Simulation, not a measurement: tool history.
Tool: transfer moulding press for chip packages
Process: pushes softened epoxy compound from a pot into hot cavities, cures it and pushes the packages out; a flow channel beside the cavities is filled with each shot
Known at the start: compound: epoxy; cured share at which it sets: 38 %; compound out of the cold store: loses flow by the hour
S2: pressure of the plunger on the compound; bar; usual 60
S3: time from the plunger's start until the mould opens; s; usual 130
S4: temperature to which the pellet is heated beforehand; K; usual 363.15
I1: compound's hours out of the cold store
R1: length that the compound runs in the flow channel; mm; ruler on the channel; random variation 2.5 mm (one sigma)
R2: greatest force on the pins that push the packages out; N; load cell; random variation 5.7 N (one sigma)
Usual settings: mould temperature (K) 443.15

{"run": 1, "day": 0.0, "mould temperature (K)": 443.15, "S2": 60, "S3": 130, "S4": 363.15, "I1": 37.2, "R1": 631, "R2": 208}
{"run": 2, "day": 2.379, "mould temperature (K)": 443.15, "S2": 60, "S3": 130, "S4": 355.15, "I1": 45.4, "R1": 603, "R2": 194}
{"run": 3, "day": 4.025, "mould temperature (K)": 443.15, "S2": 60, "S3": 130, "S4": 363.15, "I1": 8.9, "R1": 765, "R2": 214}
{"day": 4.417, "done": "cavities cleaned with cleaning compound and waxed"}
{"run": 4, "day": 5.792, "mould temperature (K)": 443.15, "S2": 60, "S3": 130, "S4": 363.15, "I1": 8.1, "R1": 765, "R2": 210}
{"day": 7.767, "done": "plunger's sealing rings changed"}
{"run": 5, "day": 9.021, "mould temperature (K)": 443.15, "S2": 60, "S3": 130, "S4": 363.15, "I1": 21, "R1": 704, "R2": 208}
{"day": 9.846, "done": "cavities cleaned with cleaning compound and waxed"}
{"run": 6, "day": 11.538, "mould temperature (K)": 443.15, "S2": 60, "S3": 130, "S4": 363.15, "I1": 34.2, "R1": 649, "R2": 212}
{"run": 7, "day": 13.667, "mould temperature (K)": 443.15, "S2": 60, "S3": 116, "S4": 363.15, "I1": 19, "R1": 710, "R2": 241}
{"day": 15.254, "done": "cavities cleaned with cleaning compound and waxed"}
{"run": 8, "day": 15.471, "mould temperature (K)": 443.15, "S2": 60, "S3": 116, "S4": 363.15, "I1": 17.7, "R1": 720, "R2": 248}
{"run": 9, "day": 17.921, "mould temperature (K)": 443.15, "S2": 60, "S3": 136, "S4": 363.15, "I1": 36.7, "R1": 635, "R2": 196}
{"run": 10, "day": 19.625, "mould temperature (K)": 443.15, "S2": 60, "S3": 130, "S4": 371.15, "I1": 29.3, "R1": 661, "R2": 213}
{"day": 20.696, "done": "cavities cleaned with cleaning compound and waxed"}
{"run": 11, "day": 22.758, "mould temperature (K)": 443.15, "S2": 60, "S3": 130, "S4": 363.15, "I1": 24.9, "R1": 684, "R2": 213}
{"run": 12, "day": 25.562, "mould temperature (K)": 443.15, "S2": 60, "S3": 130, "S4": 363.15, "I1": 33.4, "R1": 647, "R2": 197}
{"day": 25.996, "done": "cavities cleaned with cleaning compound and waxed"}
{"run": 13, "day": 27.142, "mould temperature (K)": 443.15, "S2": 60, "S3": 130, "S4": 363.15, "I1": 25.3, "R1": 684, "R2": 207}
{"run": 14, "day": 29.271, "mould temperature (K)": 441.15, "S2": 65, "S3": 111, "S4": 356.15, "I1": 13.4, "R1": 773, "R2": 318}
{"day": 30.279, "done": "mould's thermocouples calibrated"}
{"run": 15, "day": 31.208, "mould temperature (K)": 447.15, "S2": 60, "S3": 130, "S4": 355.15, "I1": 43.3, "R1": 598, "R2": 185}
{"day": 31.462, "done": "cavities cleaned with cleaning compound and waxed"}
{"run": 16, "day": 32.788, "mould temperature (K)": 443.15, "S2": 45.7, "S3": 142, "S4": 363.15, "I1": 27.8, "R1": 583, "R2": 195}
{"run": 17, "day": 35.683, "mould temperature (K)": 443.15, "S2": 45.7, "S3": 142, "S4": 363.15, "I1": 11.9, "R1": 649, "R2": 196}
{"day": 36.838, "done": "cavities cleaned with cleaning compound and waxed"}
{"day": 37.612, "done": "plunger's sealing rings changed"}
{"run": 18, "day": 38.596, "mould temperature (K)": 443.15, "S2": 45.7, "S3": 142, "S4": 363.15, "I1": 40.1, "R1": 546, "R2": 180}
{"run": 19, "day": 40.296, "mould temperature (K)": 445.15, "S2": 60, "S3": 158, "S4": 363.15, "I1": 47.4, "R1": 588, "R2": 173}
{"day": 42.317, "done": "cavities cleaned with cleaning compound and waxed"}
{"run": 20, "day": 42.733, "mould temperature (K)": 439.15, "S2": 69.3, "S3": 123, "S4": 363.15, "I1": 43, "R1": 670, "R2": 276}
{"run": 21, "day": 44.521, "mould temperature (K)": 443.15, "S2": 59.4, "S3": 138, "S4": 361.15, "I1": 24.9, "R1": 680, "R2": 195}
{"run": 22, "day": 46.888, "mould temperature (K)": 438.15, "S2": 67.4, "S3": 114, "S4": 361.15, "I1": 29.8, "R1": 718, "R2": 352}
{"day": 47.767, "done": "cavities cleaned with cleaning compound and waxed"}
{"run": 23, "day": 48.883, "mould temperature (K)": 438.15, "S2": 67.4, "S3": 114, "S4": 361.15, "I1": 19.4, "R1": 765, "R2": 379}
{"run": 24, "day": 50.583, "mould temperature (K)": 443.15, "S2": 67.1, "S3": 150, "S4": 363.15, "I1": 15.5, "R1": 768, "R2": 188}
{"day": 53.062, "done": "cavities cleaned with cleaning compound and waxed"}
{"run": 25, "day": 53.438, "mould temperature (K)": 441.15, "S2": 56.7, "S3": 119, "S4": 355.15, "I1": 22.4, "R1": 681, "R2": 273}

5 ways to go on from here, each from the tool as it stands after run 25. What would each give?
{"run": "A", "day": 56.483, "mould temperature (K)": 447.15, "S2": 56.7, "S3": 123, "S4": 354.15, "I1": 12, "R1": "?", "R2": "?"}
{"run": "B", "day": 56.483, "mould temperature (K)": 449.15, "S2": 60, "S3": 113, "S4": 359.15, "I1": 43.3, "R1": "?", "R2": "?"}
{"run": "C", "day": 56.483, "mould temperature (K)": 443.15, "S2": 49.4, "S3": 124, "S4": 364.15, "I1": 28.6, "R1": "?", "R2": "?"}
{"run": "D", "day": 56.483, "mould temperature (K)": 441.15, "S2": 56.7, "S3": 137, "S4": 370.15, "I1": 47.3, "R1": "?", "R2": "?"}
{"run": "E", "day": 56.483, "mould temperature (K)": 446.15, "S2": 56.7, "S3": 152, "S4": 370.15, "I1": 34.3, "R1": "?", "R2": "?"}

run=A R1=712 R2=197
run=B R1=598 R2=188
run=C R1=609 R2=221
run=D R1=578 R2=199
run=E R1=617 R2=171
Without the tool's hidden state the same runs would have given:
run=A R1=713 R2=194
run=B R1=599 R2=186
run=C R1=610 R2=218
run=D R1=579 R2=196
run=E R1=618 R2=169

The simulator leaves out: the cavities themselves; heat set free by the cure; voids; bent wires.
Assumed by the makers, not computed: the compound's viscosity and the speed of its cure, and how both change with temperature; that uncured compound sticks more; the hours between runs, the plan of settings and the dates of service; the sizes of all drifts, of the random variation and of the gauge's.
